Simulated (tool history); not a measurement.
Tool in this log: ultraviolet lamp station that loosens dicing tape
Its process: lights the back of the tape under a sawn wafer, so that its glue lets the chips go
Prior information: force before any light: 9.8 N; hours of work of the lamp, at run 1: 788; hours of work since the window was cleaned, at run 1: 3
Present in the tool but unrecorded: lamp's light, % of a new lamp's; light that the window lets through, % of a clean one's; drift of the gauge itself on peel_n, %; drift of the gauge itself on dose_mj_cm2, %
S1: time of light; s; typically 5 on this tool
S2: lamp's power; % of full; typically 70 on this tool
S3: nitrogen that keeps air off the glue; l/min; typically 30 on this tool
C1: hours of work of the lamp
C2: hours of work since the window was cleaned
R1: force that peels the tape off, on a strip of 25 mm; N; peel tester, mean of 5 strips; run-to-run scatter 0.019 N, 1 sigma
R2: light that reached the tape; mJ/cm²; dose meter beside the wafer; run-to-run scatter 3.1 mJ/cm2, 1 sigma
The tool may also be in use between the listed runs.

| run | hour | S1 | S2 | S3 | C1 | C2 | R1 | R2 |
|---|---|---|---|---|---|---|---|---|
| 1 | 0.0 | 5 | 70 | 30 | 788 | 3 | 0.936 | 467 |
| 2 | 43.1 | 5 | 70 | 30 | 809 | 24 | 0.946 | 472 |
| 3 | 77.1 | 5 | 70 | 30 | 826 | 41 | 0.910 | 468 |
| 4 | 114.2 | 5 | 98 | 30 | 845 | 60 | 0.450 | 661 |
| 5 | 145.2 | 5 | 98 | 30 | 860 | 75 | 0.437 | 666 |
| 6 | 175.6 | 5 | 98 | 30 | 875 | 90 | 0.429 | 656 |
| 7 | 200.1 | 5 | 70 | 27 | 887 | 102 | 1.000 | 471 |
| 8 | 219.7 | 5 | 62 | 30 | 897 | 112 | 1.188 | 416 |
| 9 | 239.0 | 5 | 62 | 30 | 907 | 122 | 1.155 | 417 |
| 10 | 268.8 | 9 | 62 | 30 | 921 | 136 | 0.347 | 749 |
| 11 | 311.4 | 8 | 70 | 30 | 942 | 157 | 0.342 | 755 |
| 12 | 342.6 | 6 | 70 | 30 | 958 | 173 | 0.654 | 569 |
| 13 | 379.5 | 6 | 70 | 30 | 976 | 191 | 0.612 | 560 |
| 14 | 418.6 | 5 | 70 | 18 | 996 | 211 | 1.237 | 472 |
| 15 | 443.1 | 5 | 70 | 34 | 1008 | 223 | 0.883 | 471 |
| 16 | 475.5 | 7 | 70 | 30 | 1024 | 239 | 0.448 | 658 |
| 17 | 511.8 | 5 | 70 | 30 | 1042 | 257 | 0.940 | 477 |
| 18 | 545.2 | 5 | 70 | 30 | 1058 | 273 | 0.915 | 470 |
| 19 | 576.5 | 5 | 70 | 36 | 1074 | 289 | 0.870 | 471 |
| 20 | 604.0 | 5 | 70 | 36 | 1088 | 303 | 0.845 | 469 |
| 21 | 644.5 | 2 | 84 | 36 | 1108 | 323 | 2.903 | 227 |
| 22 | 667.2 | 2 | 84 | 36 | 1119 | 334 | 2.810 | 229 |
| 23 | 692.6 | 2 | 84 | 36 | 1132 | 347 | 2.898 | 221 |
|  | 719.8 | window cleaned of glue's vapour |
| 24 | 720.2 | 2 | 84 | 55 | 1145 | 0 | 2.561 | 224 |
| 25 | 763.6 | 2 | 84 | 55 | 1166 | 22 | 2.570 | 224 |
| 26 | 800.9 | 8 | 84 | 11 | 1185 | 40 | 0.420 | 900 |
| 27 | 835.2 | 5 | 90 | 30 | 1202 | 57 | 0.524 | 609 |
| 28 | 880.8 | 3 | 90 | 51 | 1225 | 80 | 1.258 | 365 |
| 29 | 924.2 | 5 | 82 | 31 | 1246 | 101 | 0.639 | 555 |
| 30 | 947.0 | 5 | 63 | 30 | 1257 | 113 | 1.161 | 427 |
| 31 | 978.4 | 5 | 63 | 30 | 1273 | 128 | 1.149 | 426 |
| 32 | 1014.0 | 5 | 63 | 30 | 1291 | 146 | 1.125 | 425 |
| 33 | 1038.7 | 5 | 75 | 21 | 1303 | 158 | 0.975 | 505 |
| 34 | 1066.8 | 2 | 69 | 25 | 1317 | 172 | 3.797 | 189 |
| 35 | 1108.9 | 6 | 75 | 11 | 1338 | 193 | 1.038 | 604 |
| 36 | 1132.6 | 6 | 75 | 11 | 1350 | 205 | 1.006 | 603 |
| 37 | 1172.8 | 7 | 92 | 18 | 1369 | 225 | 0.330 | 867 |
| 38 | 1212.1 | 4 | 70 | 60 | 1389 | 244 | 1.069 | 380 |

Here are 5 independent what-if runs from the current tool condition. What would each one return?
| A | 1259.1 | 4 | 70 | 17 | 1412 | 267 | ? | ? |
| B | 1259.1 | 4 | 70 | 60 | 1412 | 267 | ? | ? |
| C | 1259.1 | 5 | 70 | 23 | 1412 | 267 | ? | ? |
| D | 1259.1 | 6 | 79 | 22 | 1412 | 267 | ? | ? |
| E | 1259.1 | 4 | 74 | 48 | 1412 | 267 | ? | ? |

| run | R1 | R2 |
|---|---|---|
| A | 1.820 | 380 |
| B | 1.054 | 380 |
| C | 1.073 | 475 |
| D | 0.579 | 640 |
| E | 1.052 | 396 |
With no hidden state in the tool, these same runs would have given:
| run | R1 | R2 |
|---|---|---|
| A | 1.812 | 381 |
| B | 1.048 | 381 |
| C | 1.067 | 476 |
| D | 0.575 | 642 |
| E | 1.046 | 397 |
